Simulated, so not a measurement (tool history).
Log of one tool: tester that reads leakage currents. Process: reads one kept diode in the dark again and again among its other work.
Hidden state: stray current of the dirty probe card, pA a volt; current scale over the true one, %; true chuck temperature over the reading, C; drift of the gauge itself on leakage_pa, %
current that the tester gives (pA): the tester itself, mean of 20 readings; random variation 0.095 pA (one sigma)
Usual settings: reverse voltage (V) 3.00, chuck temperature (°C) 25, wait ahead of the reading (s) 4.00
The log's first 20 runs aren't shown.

run	hour	reverse voltage (V)	chuck temperature (°C)	wait ahead of the reading (s)	hours of work since the probe card was cleaned	hours of work since the tester was calibrated	hours of work since the chuck was calibrated	current that the tester gives (pA)
21	2241.5	3.00	25	0.55	2642	2328	1448	28.77
22	2363.1	3.00	25	6.23	2701	2387	1507	26.78
# hour 2435.3: probe card cleaned and baked
23	2518.3	1.63	25	0.73	40	2461	1581	20.73
24	2623.0	1.63	25	0.73	91	2512	1632	20.71
25	2780.3	1.63	33	1.28	168	2588	1708	41.51
26	2859.4	1.63	33	1.28	206	2627	1747	41.69
27	2939.6	12.17	32	4.00	245	2666	1786	99.20
28	3018.1	3.00	49	0.43	283	2704	1824	216.28
29	3139.6	13.60	29	0.43	342	2763	1883	90.54
# hour 3201.6: chuck's temperature calibrated
30	3262.1	13.80	29	4.00	401	2822	29	81.03
31	3371.5	9.15	28	0.33	454	2875	83	70.06
32	3488.1	9.15	28	0.33	511	2931	139	69.71
# hour 3531.0: tester calibrated
33	3575.7	1.41	25	4.00	552	22	181	18.67
34	3674.0	2.08	38	4.00	600	70	229	72.14
35	3777.9	17.32	31	5.59	651	120	279	107.83
36	3919.7	13.93	31	5.59	720	189	348	97.14

4 ways to go on from here, each from the tool as it stands after run 36. What would each give?
A	4078.6	1.25	25	4.00	797	266	425	?
B	4078.6	13.93	35	0.59	797	266	425	?
C	4078.6	17.34	31	5.59	797	266	425	?
D	4078.6	10.14	31	2.35	797	266	425	?

run	current that the tester gives (pA)
A	17.62
B	144.90
C	107.94
D	83.93
Without the tool's hidden state the same runs would have given:
run	current that the tester gives (pA)
A	17.62
B	144.87
C	107.91
D	83.91
